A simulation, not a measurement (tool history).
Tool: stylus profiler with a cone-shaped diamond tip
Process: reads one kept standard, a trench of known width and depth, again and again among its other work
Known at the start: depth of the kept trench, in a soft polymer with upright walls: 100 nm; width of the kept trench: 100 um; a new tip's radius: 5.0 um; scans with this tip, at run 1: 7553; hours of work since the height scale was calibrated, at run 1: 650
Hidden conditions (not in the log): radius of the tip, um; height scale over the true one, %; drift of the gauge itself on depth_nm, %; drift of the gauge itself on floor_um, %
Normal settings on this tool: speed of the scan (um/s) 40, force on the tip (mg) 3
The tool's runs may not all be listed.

run	hour	speed of the scan (um/s)	force on the tip (mg)	scans with this tip	hours of work since the height scale was calibrated	depth of the trench (angstrom)	width of the trench's floor (nm)
1	0	40	3	7553	650	1018.4	97560
2	121.3	40	5.89	8676	747	1026.7	97540
3	196.9	40	3	9376	807	1018.4	97480
4	308.9	40	3	10412	897	1020.7	97470
5	394.7	40	3	11206	965	1019.9	97370
6	485.2	40	3	12044	1037	1019.7	97410
7	616.8	142	3	13263	1142	1021.5	96930
8	680	142	3	13847	1192	1020.3	96890
9	815.4	40	3	15100	1300	1019.7	97320
10	922.4	40	3	16091	1385	1020.7	97240
11	1059.8	40	1.51	17363	1495	1017.4	97130
12	1127.1	40	2.71	17986	1549	1019.5	97250
13	1242.9	40	2.71	19058	1641	1022.8	97200
14	1361.6	40	2.71	20157	1736	1021.1	97150
15	1460.2	97	4.77	21070	1814	1027.8	96980
# hour 1580.7: height scale calibrated on a step standard
16	1592.1	40	5.26	22285	9	1022.4	97130
17	1703.5	94	5.52	23317	98	1025.6	96890
18	1802.7	83	8.06	24235	177	1031.7	97010
19	1911.8	91	5.16	25245	264	1024.8	96850
20	1990.5	91	5.16	25974	327	1023.4	96800
21	2118.3	32	1.12	27156	428	1009.5	96890
22	2250.2	32	1.12	28377	534	1010.3	96840
# hour 2313.4: new tip fitted, height scale calibrated
23	2379.1	32	1.12	609	52	1008.9	97740
24	2517.5	32	1.12	1890	163	1008.5	97680

What does the tool deliver on the next run?
25	2601.5	125	7.77	2667	230	?	?

{"run 25": {"depth of the trench (angstrom)": 1033.6, "width of the trench's floor (nm)": 97510}}
Were there no unlogged condition in the tool, this run, its random variation unchanged, would have produced depth of the trench (angstrom) 1032.5, width of the trench's floor (nm) 97610.
